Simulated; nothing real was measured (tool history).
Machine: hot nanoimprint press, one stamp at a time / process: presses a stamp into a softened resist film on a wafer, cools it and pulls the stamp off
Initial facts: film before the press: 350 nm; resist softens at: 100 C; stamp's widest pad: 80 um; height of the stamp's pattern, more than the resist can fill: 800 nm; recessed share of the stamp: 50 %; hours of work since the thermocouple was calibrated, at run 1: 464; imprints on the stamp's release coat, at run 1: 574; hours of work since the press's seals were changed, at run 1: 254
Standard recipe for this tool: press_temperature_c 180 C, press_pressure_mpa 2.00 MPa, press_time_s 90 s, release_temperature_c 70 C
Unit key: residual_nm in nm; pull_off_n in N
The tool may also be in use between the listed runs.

run,hour,press_temperature_c,press_pressure_mpa,press_time_s,release_temperature_c,hours of work since the thermocouple was calibrated,imprints on the stamp's release coat,hours of work since the press's seals were changed,residual_nm,pull_off_n
1,0.0,180,2.00,90,70,464,574,254,137.4,130
2,30.5,180,2.00,90,70,488,693,278,136.9,130
3,65.9,186,2.00,90,70,516,831,306,114.8,136
4,105.2,186,2.00,90,70,547,984,337,114.1,152
# hour 144.3: plate thermocouple calibrated
5,144.8,186,2.00,90,70,0,1127,366,119.7,149
6,191.3,180,2.00,90,70,37,1308,402,142.8,148
7,218.2,180,2.01,90,70,58,1413,424,141.9,155
8,240.9,180,1.98,90,70,76,1502,441,143.2,157
9,287.3,180,1.98,90,70,113,1682,478,143.2,160
10,333.5,184,1.98,90,70,149,1863,514,128.0,165
11,360.8,184,1.98,90,70,170,1969,536,125.7,169
12,395.2,184,1.98,90,70,197,2103,563,126.0,168
13,427.5,177,2.00,90,70,223,2229,588,154.6,174
# hour 452.5: stamp cleaned and given a new release coat
14,479.7,177,2.00,90,70,259,106,625,154.4,121
15,505.8,177,2.00,90,70,280,208,645,152.3,128
16,545.0,176,2.00,73,58,311,361,676,170.1,147
17,592.6,175,2.00,90,70,348,547,713,161.1,135
18,638.1,175,2.00,90,70,384,724,749,160.5,136
19,671.9,181,2.00,90,70,410,855,776,133.6,134
# hour 705.8: press's hydraulic seals changed and the load cell set to zero
20,713.5,191,2.31,90,74,437,986,6,92.4,132
21,761.8,191,2.31,90,74,475,1175,44,91.7,142
22,787.8,171,2.00,90,66,495,1276,65,179.6,159
23,817.2,171,2.00,90,66,518,1391,88,177.0,159
24,860.9,171,2.00,50,67,553,1561,122,212.3,160
# hour 894.3: plate thermocouple calibrated
25,902.5,171,2.00,50,67,7,1712,152,223.7,163
26,929.2,178,2.00,52,59,27,1816,173,182.5,180
27,952.8,178,2.58,52,65,46,1908,192,161.8,173
28,1004.0,178,1.66,52,57,86,2107,232,198.1,197
29,1050.2,178,1.65,156,57,123,2288,269,136.6,207

Each row is a separate what-if for the run after 29, all from the same tool condition, not one after another. Results?
# hour 1062.4: stamp cleaned and given a new release coat
A,1093.0,191,1.65,127,57,152,119,298,?,?
# hour 1062.4: stamp cleaned and given a new release coat
B,1093.0,186,1.65,156,77,152,119,298,?,?
# hour 1062.4: stamp cleaned and given a new release coat
C,1093.0,178,1.65,156,67,152,119,298,?,?
# hour 1062.4: stamp cleaned and given a new release coat
D,1093.0,191,1.65,118,57,152,119,298,?,?
# hour 1062.4: stamp cleaned and given a new release coat
E,1093.0,180,2.00,47,70,152,119,298,?,?

run,residual_nm,pull_off_n
A,99.4,137
B,105.7,112
C,134.6,124
D,102.2,136
E,177.6,120
With no hidden state in the tool, these same runs would have given:
run,residual_nm,pull_off_n
A,100.3,134
B,106.7,110
C,136.1,121
D,103.1,134
E,179.1,118

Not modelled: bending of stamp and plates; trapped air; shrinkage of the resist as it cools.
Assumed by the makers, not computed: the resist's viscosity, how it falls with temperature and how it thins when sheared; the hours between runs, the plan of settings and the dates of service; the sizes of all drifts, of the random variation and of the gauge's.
